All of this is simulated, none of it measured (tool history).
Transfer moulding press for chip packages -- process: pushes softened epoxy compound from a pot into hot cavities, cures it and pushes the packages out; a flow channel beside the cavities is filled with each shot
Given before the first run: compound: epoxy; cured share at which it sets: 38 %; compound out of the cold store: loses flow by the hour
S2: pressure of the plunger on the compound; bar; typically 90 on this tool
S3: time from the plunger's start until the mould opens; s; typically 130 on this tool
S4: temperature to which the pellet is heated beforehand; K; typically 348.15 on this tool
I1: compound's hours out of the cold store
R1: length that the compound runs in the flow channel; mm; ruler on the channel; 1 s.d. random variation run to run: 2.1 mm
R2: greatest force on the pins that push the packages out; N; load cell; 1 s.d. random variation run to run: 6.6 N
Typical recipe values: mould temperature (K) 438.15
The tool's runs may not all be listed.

run 1 hour=0 | mould_temperature_(K)=438.15 S2=90 S3=130 S4=348.15 | I1=11.6 | R1=526 R2=269
run 2 hour=21.6 | mould_temperature_(K)=438.15 S2=90 S3=130 S4=348.15 | I1=28.5 | R1=492 R2=292
-- hour=38.8 cavities cleaned with cleaning compound and waxed
run 3 hour=39.6 | mould_temperature_(K)=441.15 S2=90 S3=130 S4=348.15 | I1=8.9 | R1=522 R2=238
run 4 hour=60.7 | mould_temperature_(K)=438.15 S2=90 S3=130 S4=347.15 | I1=17.9 | R1=514 R2=285
run 5 hour=72.6 | mould_temperature_(K)=438.15 S2=90 S3=130 S4=347.15 | I1=13.8 | R1=518 R2=272
-- hour=88.9 cavities cleaned with cleaning compound and waxed
run 6 hour=100.6 | mould_temperature_(K)=445.15 S2=90 S3=130 S4=347.15 | I1=38.3 | R1=454 R2=217
run 7 hour=120.8 | mould_temperature_(K)=438.15 S2=90 S3=130 S4=348.15 | I1=35 | R1=476 R2=265
-- hour=138 cavities cleaned with cleaning compound and waxed
-- hour=142.6 plunger's sealing rings changed
run 8 hour=152.5 | mould_temperature_(K)=444.15 S2=90 S3=130 S4=348.15 | I1=41.4 | R1=453 R2=224
run 9 hour=169.7 | mould_temperature_(K)=438.15 S2=90 S3=130 S4=343.15 | I1=22.5 | R1=511 R2=277
-- hour=190 cavities cleaned with cleaning compound and waxed
run 10 hour=190 | mould_temperature_(K)=438.15 S2=90 S3=111 S4=351.15 | I1=47 | R1=456 R2=341
run 11 hour=217.7 | mould_temperature_(K)=436.15 S2=90 S3=130 S4=340.15 | I1=41 | R1=471 R2=281
-- hour=238.7 cavities cleaned with cleaning compound and waxed
run 12 hour=246.7 | mould_temperature_(K)=438.15 S2=76.1 S3=130 S4=348.15 | I1=38.1 | R1=433 R2=272
run 13 hour=266.1 | mould_temperature_(K)=437.15 S2=74 S3=111 S4=355.15 | I1=36.9 | R1=434 R2=363
run 14 hour=280.8 | mould_temperature_(K)=437.15 S2=74 S3=111 S4=355.15 | I1=36.8 | R1=431 R2=367
-- hour=287.8 cavities cleaned with cleaning compound and waxed
run 15 hour=302 | mould_temperature_(K)=438.15 S2=69.9 S3=130 S4=348.15 | I1=22.2 | R1=443 R2=281

What if the next run were any one of these 4? Each begins from the tool's condition after run 15:
run A hour=314.5 | mould_temperature_(K)=438.15 S2=90 S3=147 S4=338.15 | I1=20.3 | R1=? R2=?
run B hour=314.5 | mould_temperature_(K)=439.15 S2=90 S3=124 S4=348.15 | I1=26.7 | R1=? R2=?
run C hour=314.5 | mould_temperature_(K)=440.15 S2=90 S3=143 S4=339.15 | I1=38.7 | R1=? R2=?
run D hour=314.5 | mould_temperature_(K)=435.15 S2=69.9 S3=130 S4=357.15 | I1=33.6 | R1=? R2=?

run=A R1=506 R2=222
run=B R1=493 R2=281
run=C R1=467 R2=227
run=D R1=430 R2=325
Without the tool's unlogged condition, the same runs would have read:
run=A R1=506 R2=219
run=B R1=494 R2=277
run=C R1=467 R2=224
run=D R1=431 R2=321

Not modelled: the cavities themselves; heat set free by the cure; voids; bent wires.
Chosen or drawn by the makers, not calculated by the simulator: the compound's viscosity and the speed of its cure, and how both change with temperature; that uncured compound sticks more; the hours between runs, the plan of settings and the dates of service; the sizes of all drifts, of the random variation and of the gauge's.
